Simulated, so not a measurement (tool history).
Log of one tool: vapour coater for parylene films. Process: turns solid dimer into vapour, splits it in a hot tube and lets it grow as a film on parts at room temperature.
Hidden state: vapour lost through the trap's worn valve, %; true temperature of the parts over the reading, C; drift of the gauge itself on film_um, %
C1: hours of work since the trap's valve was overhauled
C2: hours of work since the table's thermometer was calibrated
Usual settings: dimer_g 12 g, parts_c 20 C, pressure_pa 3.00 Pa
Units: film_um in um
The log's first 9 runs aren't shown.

Run 10, hour 122.0: usual settings but parts_c 21 C; C1 366; C2 254. Result: film_um 4.09 um.
Run 11, hour 128.9: usual settings but parts_c 21 C; C1 369; C2 257. Result: film_um 4.10 um.
Run 12, hour 142.2: usual settings but dimer_g 14 g; C1 375; C2 262. Result: film_um 4.88 um.
Run 13, hour 153.3: usual settings but dimer_g 14 g; C1 379; C2 267. Result: film_um 4.83 um.
Run 14, hour 166.2: usual settings but dimer_g 14 g; C1 385; C2 272. Result: film_um 4.87 um.
Run 15, hour 181.9: usual settings but dimer_g 14 g; C1 391; C2 279. Result: film_um 4.86 um.
Run 16, hour 192.7: usual settings but dimer_g 14 g; C1 396; C2 283. Result: film_um 4.84 um.
Run 17, hour 204.1: usual settings but dimer_g 14 g; C1 401; C2 288. Result: film_um 4.85 um.
Run 18, hour 216.5: usual settings but pressure_pa 9.21 Pa; C1 406; C2 293. Result: film_um 3.69 um.
Run 19, hour 229.1: usual settings; C1 411; C2 299. Result: film_um 4.09 um.
Run 20, hour 242.7: usual settings but parts_c 31 C; C1 417; C2 304. Result: film_um 3.05 um.
Run 21, hour 254.6: usual settings but dimer_g 17 g, parts_c 31 C; C1 422; C2 309. Result: film_um 4.31 um.
Run 22, hour 267.2: usual settings but pressure_pa 5.10 Pa; C1 427; C2 315. Result: film_um 3.91 um.
Run 23, hour 282.5: usual settings but pressure_pa 5.10 Pa; C1 433; C2 321. Result: film_um 3.90 um.
Run 24, hour 297.8: usual settings but pressure_pa 5.10 Pa; C1 440; C2 327. Result: film_um 3.86 um.
Run 25, hour 305.1: usual settings but pressure_pa 5.10 Pa; C1 443; C2 330. Result: film_um 3.90 um.
Run 26, hour 319.9: usual settings but dimer_g 16 g, parts_c 16 C, pressure_pa 6.24 Pa; C1 449; C2 336. Result: film_um 5.65 um.
Run 27, hour 327.0: usual settings but dimer_g 16 g, parts_c 16 C, pressure_pa 6.24 Pa; C1 452; C2 339. Result: film_um 5.67 um.
Run 28, hour 342.1: usual settings but dimer_g 19 g, parts_c 21 C; C1 458; C2 346. Result: film_um 6.27 um.
Run 29, hour 349.6: usual settings but dimer_g 19 g, parts_c 21 C; C1 461; C2 349. Result: film_um 6.34 um.
Run 30, hour 363.3: usual settings but dimer_g 19 g, parts_c 13 C, pressure_pa 8.20 Pa; C1 467; C2 355. Result: film_um 7.11 um.
Run 31, hour 377.6: usual settings but dimer_g 11 g, pressure_pa 3.71 Pa; C1 473; C2 361. Result: film_um 3.63 um.
At hour 379.7: table's thermometer calibrated.
Run 32, hour 387.4: usual settings but dimer_g 20 g, parts_c 14 C, pressure_pa 8.18 Pa; C1 476; C2 3. Result: film_um 7.19 um.

The next listed run, before its measurement:
Run 33, hour 399.2: usual settings but dimer_g 20 g, parts_c 14 C, pressure_pa 5.84 Pa; C1 481; C2 8. Result: film_um ?.

{"run 33": {"film_um": 7.54}}
Without the tool's hidden state the same run would have given film_um 8.35 um.

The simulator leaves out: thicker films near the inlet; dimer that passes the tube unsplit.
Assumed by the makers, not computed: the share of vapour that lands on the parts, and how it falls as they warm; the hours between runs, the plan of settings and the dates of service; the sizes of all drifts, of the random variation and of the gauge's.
